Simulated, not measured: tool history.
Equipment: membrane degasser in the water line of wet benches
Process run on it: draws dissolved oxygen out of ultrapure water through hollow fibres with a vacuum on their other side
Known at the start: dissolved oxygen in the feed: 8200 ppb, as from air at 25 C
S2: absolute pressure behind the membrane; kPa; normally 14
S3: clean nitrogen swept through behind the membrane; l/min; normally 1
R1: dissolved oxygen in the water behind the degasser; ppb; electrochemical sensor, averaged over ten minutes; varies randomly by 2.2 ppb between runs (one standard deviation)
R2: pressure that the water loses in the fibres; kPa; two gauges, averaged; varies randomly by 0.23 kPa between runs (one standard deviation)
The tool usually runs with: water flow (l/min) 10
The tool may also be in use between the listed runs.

{"run": 1, "hour": 0.0, "water flow (l/min)": 10, "S2": 14, "S3": 1, "R1": 313.5, "R2": 56.36}
{"run": 2, "hour": 91.4, "water flow (l/min)": 10, "S2": 13.8, "S3": 1, "R1": 307, "R2": 56.79}
{"run": 3, "hour": 191.5, "water flow (l/min)": 10, "S2": 13.8, "S3": 1, "R1": 307.6, "R2": 56.64}
{"run": 4, "hour": 276.1, "water flow (l/min)": 10, "S2": 13.8, "S3": 1, "R1": 310.7, "R2": 56.41}
{"run": 5, "hour": 391.4, "water flow (l/min)": 10, "S2": 13.8, "S3": 0.78, "R1": 370.7, "R2": 56.17}
{"run": 6, "hour": 470.5, "water flow (l/min)": 10, "S2": 13.8, "S3": 0.78, "R1": 372.6, "R2": 56.69}
{"run": 7, "hour": 560.5, "water flow (l/min)": 10, "S2": 13.8, "S3": 0.78, "R1": 372.9, "R2": 56.14}
{"run": 8, "hour": 674.5, "water flow (l/min)": 10, "S2": 20.7, "S3": 1, "R1": 459.8, "R2": 56.76}
{"run": 9, "hour": 743.8, "water flow (l/min)": 10, "S2": 20.7, "S3": 1, "R1": 463.2, "R2": 56.35}
{"run": 10, "hour": 841.7, "water flow (l/min)": 10, "S2": 20.7, "S3": 1, "R1": 465.6, "R2": 56.44}
{"run": 11, "hour": 978.3, "water flow (l/min)": 10, "S2": 20.7, "S3": 1, "R1": 467.9, "R2": 56.55}
{"run": 12, "hour": 1053.0, "water flow (l/min)": 10, "S2": 27.9, "S3": 1, "R1": 629.8, "R2": 56.34}
{"run": 13, "hour": 1168.3, "water flow (l/min)": 10, "S2": 27.9, "S3": 1, "R1": 625.1, "R2": 56.98}
{"run": 14, "hour": 1280.2, "water flow (l/min)": 10, "S2": 8.6, "S3": 1, "R1": 189.7, "R2": 56.98}
{"run": 15, "hour": 1384.2, "water flow (l/min)": 10, "S2": 8.6, "S3": 1, "R1": 189.8, "R2": 56.76}
{"run": 16, "hour": 1458.5, "water flow (l/min)": 10, "S2": 14, "S3": 1.06, "R1": 302.6, "R2": 57.04}
{"run": 17, "hour": 1554.7, "water flow (l/min)": 10, "S2": 18, "S3": 1.06, "R1": 394, "R2": 56.45}
{"run": 18, "hour": 1682.2, "water flow (l/min)": 7, "S2": 14.9, "S3": 0.97, "R1": 226.3, "R2": 39.67}
{"run": 19, "hour": 1755.5, "water flow (l/min)": 7, "S2": 14.9, "S3": 0.97, "R1": 222.5, "R2": 39.49}
{"run": 20, "hour": 1859.9, "water flow (l/min)": 7, "S2": 14.9, "S3": 0.97, "R1": 222.5, "R2": 39.89}
{"run": 21, "hour": 1968.1, "water flow (l/min)": 10, "S2": 11.3, "S3": 1, "R1": 255.5, "R2": 56.62}
{"run": 22, "hour": 2031.2, "water flow (l/min)": 10, "S2": 11.3, "S3": 1, "R1": 256.1, "R2": 56.93}
{"run": 23, "hour": 2101.0, "water flow (l/min)": 7, "S2": 12.1, "S3": 1, "R1": 169.9, "R2": 39.79}
{"run": 24, "hour": 2158.1, "water flow (l/min)": 7, "S2": 12.1, "S3": 1, "R1": 170.8, "R2": 39.72}
{"run": 25, "hour": 2239.5, "water flow (l/min)": 7, "S2": 12.1, "S3": 1, "R1": 170.9, "R2": 39.89}
{"run": 26, "hour": 2333.9, "water flow (l/min)": 9, "S2": 14, "S3": 1, "R1": 278.5, "R2": 51.11}
{"run": 27, "hour": 2473.3, "water flow (l/min)": 9, "S2": 14, "S3": 1, "R1": 279.4, "R2": 51.19}
{"run": 28, "hour": 2531.6, "water flow (l/min)": 7, "S2": 14, "S3": 1, "R1": 204.7, "R2": 40.08}
{"run": 29, "hour": 2641.4, "water flow (l/min)": 10, "S2": 30.1, "S3": 1.29, "R1": 558, "R2": 57}
{"run": 30, "hour": 2768.1, "water flow (l/min)": 10, "S2": 30.1, "S3": 1.29, "R1": 551.8, "R2": 57.54}
{"run": 31, "hour": 2855.0, "water flow (l/min)": 12, "S2": 10.8, "S3": 0.84, "R1": 370.6, "R2": 68.43}

The log once held 1 entry between its listed runs, left out of this copy. Where does each go, and what is different about the tool's unlogged condition between the listed run before it and the listed run after it?
In the gap between runs 15 and 16: vacuum gauge calibrated (hour 1395.8)
  true pressure behind the membrane over the reading, kPa: 0.08 -> 0.02; air that leaks in behind the membrane, l/min: 0.0195 -> 0.0198
  measured less the result without the state, R1: +9.4 -> +13.1 ppb; R2: +0.51 -> +0.53 kPa
